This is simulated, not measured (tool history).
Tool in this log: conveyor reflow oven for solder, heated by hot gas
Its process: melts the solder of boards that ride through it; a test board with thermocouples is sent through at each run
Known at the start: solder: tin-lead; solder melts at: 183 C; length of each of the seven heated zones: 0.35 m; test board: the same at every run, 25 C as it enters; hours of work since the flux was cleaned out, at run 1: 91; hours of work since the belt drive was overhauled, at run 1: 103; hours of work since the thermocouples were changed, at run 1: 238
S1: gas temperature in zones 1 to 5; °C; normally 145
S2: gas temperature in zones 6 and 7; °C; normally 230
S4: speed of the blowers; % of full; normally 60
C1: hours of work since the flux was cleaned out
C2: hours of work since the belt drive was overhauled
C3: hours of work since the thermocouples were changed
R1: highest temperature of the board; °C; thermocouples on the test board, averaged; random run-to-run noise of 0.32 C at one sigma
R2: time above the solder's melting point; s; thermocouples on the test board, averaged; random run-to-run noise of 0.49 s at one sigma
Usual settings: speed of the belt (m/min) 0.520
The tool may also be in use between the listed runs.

run 1 day=0.000 | S1=145 S2=230 speed_of_the_belt_(m/min)=0.520 S4=60 | C1=91 C2=103 C3=238 | R1=203.7 R2=46.8
run 2 day=0.571 | S1=145 S2=230 speed_of_the_belt_(m/min)=0.520 S4=60 | C1=100 C2=112 C3=247 | R1=203.7 R2=45.5
run 3 day=1.071 | S1=145 S2=230 speed_of_the_belt_(m/min)=0.520 S4=60 | C1=109 C2=120 C3=255 | R1=203.1 R2=46.7
run 4 day=1.479 | S1=145 S2=230 speed_of_the_belt_(m/min)=0.520 S4=60 | C1=115 C2=127 C3=262 | R1=203.1 R2=45.7
run 5 day=2.208 | S1=145 S2=230 speed_of_the_belt_(m/min)=0.584 S4=60 | C1=127 C2=139 C3=274 | R1=198.6 R2=33.5
run 6 day=2.933 | S1=145 S2=230 speed_of_the_belt_(m/min)=0.584 S4=60 | C1=139 C2=151 C3=286 | R1=198.7 R2=33.4
run 7 day=3.350 | S1=145 S2=230 speed_of_the_belt_(m/min)=0.520 S4=60 | C1=146 C2=158 C3=293 | R1=203.0 R2=45.4
run 8 day=4.104 | S1=145 S2=230 speed_of_the_belt_(m/min)=0.520 S4=60 | C1=159 C2=171 C3=306 | R1=203.4 R2=45.4
run 9 day=4.821 | S1=145 S2=230 speed_of_the_belt_(m/min)=0.520 S4=60 | C1=170 C2=182 C3=317 | R1=202.8 R2=45.9
run 10 day=5.558 | S1=145 S2=230 speed_of_the_belt_(m/min)=0.520 S4=60 | C1=183 C2=195 C3=330 | R1=203.4 R2=45.7
-- day=5.792 belt drive overhauled, speed set with a stopwatch
run 11 day=6.121 | S1=145 S2=230 speed_of_the_belt_(m/min)=0.520 S4=60 | C1=189 C2=5 C3=336 | R1=202.9 R2=46.2
run 12 day=6.771 | S1=145 S2=230 speed_of_the_belt_(m/min)=0.520 S4=60 | C1=200 C2=16 C3=347 | R1=203.3 R2=45.3
run 13 day=7.112 | S1=145 S2=230 speed_of_the_belt_(m/min)=0.520 S4=60 | C1=206 C2=22 C3=352 | R1=202.7 R2=45.7
run 14 day=7.858 | S1=145 S2=230 speed_of_the_belt_(m/min)=0.520 S4=60 | C1=218 C2=34 C3=365 | R1=202.8 R2=45.8
run 15 day=8.429 | S1=145 S2=230 speed_of_the_belt_(m/min)=0.520 S4=60 | C1=227 C2=44 C3=374 | R1=203.1 R2=45.8
run 16 day=9.029 | S1=145 S2=230 speed_of_the_belt_(m/min)=0.520 S4=60 | C1=237 C2=53 C3=384 | R1=203.3 R2=45.2
run 17 day=9.617 | S1=157 S2=219 speed_of_the_belt_(m/min)=0.506 S4=62 | C1=247 C2=63 C3=394 | R1=199.2 R2=47.9
run 18 day=9.946 | S1=145 S2=221 speed_of_the_belt_(m/min)=0.520 S4=75 | C1=252 C2=69 C3=399 | R1=200.4 R2=43.1
-- day=10.238 belt drive overhauled, speed set with a stopwatch, once more
run 19 day=10.525 | S1=145 S2=221 speed_of_the_belt_(m/min)=0.520 S4=75 | C1=259 C2=5 C3=406 | R1=200.3 R2=41.9
run 20 day=10.942 | S1=133 S2=237 speed_of_the_belt_(m/min)=0.477 S4=51 | C1=266 C2=12 C3=413 | R1=204.1 R2=45.6
run 21 day=11.512 | S1=133 S2=237 speed_of_the_belt_(m/min)=0.477 S4=51 | C1=275 C2=21 C3=422 | R1=204.0 R2=46.6
run 22 day=12.075 | S1=148 S2=230 speed_of_the_belt_(m/min)=0.481 S4=88 | C1=285 C2=30 C3=432 | R1=213.0 R2=65.4
run 23 day=12.554 | S1=145 S2=223 speed_of_the_belt_(m/min)=0.520 S4=55 | C1=293 C2=38 C3=440 | R1=195.2 R2=32.8
run 24 day=13.112 | S1=145 S2=223 speed_of_the_belt_(m/min)=0.520 S4=55 | C1=302 C2=48 C3=449 | R1=195.5 R2=32.5
run 25 day=13.633 | S1=145 S2=223 speed_of_the_belt_(m/min)=0.520 S4=55 | C1=310 C2=56 C3=457 | R1=195.9 R2=32.7
run 26 day=14.058 | S1=145 S2=223 speed_of_the_belt_(m/min)=0.520 S4=55 | C1=318 C2=63 C3=464 | R1=195.4 R2=32.5
run 27 day=14.617 | S1=145 S2=223 speed_of_the_belt_(m/min)=0.520 S4=55 | C1=327 C2=72 C3=474 | R1=195.8 R2=32.0
run 28 day=15.329 | S1=145 S2=230 speed_of_the_belt_(m/min)=0.520 S4=51 | C1=338 C2=84 C3=485 | R1=199.0 R2=37.9
run 29 day=15.771 | S1=145 S2=235 speed_of_the_belt_(m/min)=0.520 S4=58 | C1=346 C2=91 C3=493 | R1=205.1 R2=48.8
run 30 day=16.358 | S1=134 S2=235 speed_of_the_belt_(m/min)=0.520 S4=58 | C1=355 C2=101 C3=502 | R1=202.0 R2=39.9

Pick out some run-to-run changes in R1. Of each, how much would a tool without hidden state show as well, from the settings, what came in and chance, and how much is left for the hidden state and any gauge scatter not in both results compared?
Unlogged tool condition in this case: heat that the gas passes to the board, % of a clean oven's; belt's true speed, % of the reading; true gas temperature in zones 6 and 7 over the reading, C; drift of the gauge itself on peak_c, C; drift of the gauge itself on liquid_s, %.
Run 17 -> 18: S1 157 -> 145, S2 219 -> 221, speed of the belt (m/min) 0.506 -> 0.520, S4 62 -> 75. R1 +1.2 °C: hidden state -0.3, all else +1.5.
Run 18 -> 19: belt drive overhauled, speed set with a stopwatch, once more. R1 -0.1 °C: hidden state -0.2, all else +0.1.
Run 21 -> 22: S1 133 -> 148, S2 237 -> 230, speed of the belt (m/min) 0.477 -> 0.481, S4 51 -> 88. R1 +9.0 °C: hidden state -0.1, all else +9.1.
Run 22 -> 23: S1 148 -> 145, S2 230 -> 223, speed of the belt (m/min) 0.481 -> 0.520, S4 88 -> 55. R1 -17.8 °C: hidden state +0.2, all else -18.0.
Run 28 -> 29: S2 230 -> 235, S4 51 -> 58. R1 +6.1 °C: hidden state -0.2, all else +6.3.

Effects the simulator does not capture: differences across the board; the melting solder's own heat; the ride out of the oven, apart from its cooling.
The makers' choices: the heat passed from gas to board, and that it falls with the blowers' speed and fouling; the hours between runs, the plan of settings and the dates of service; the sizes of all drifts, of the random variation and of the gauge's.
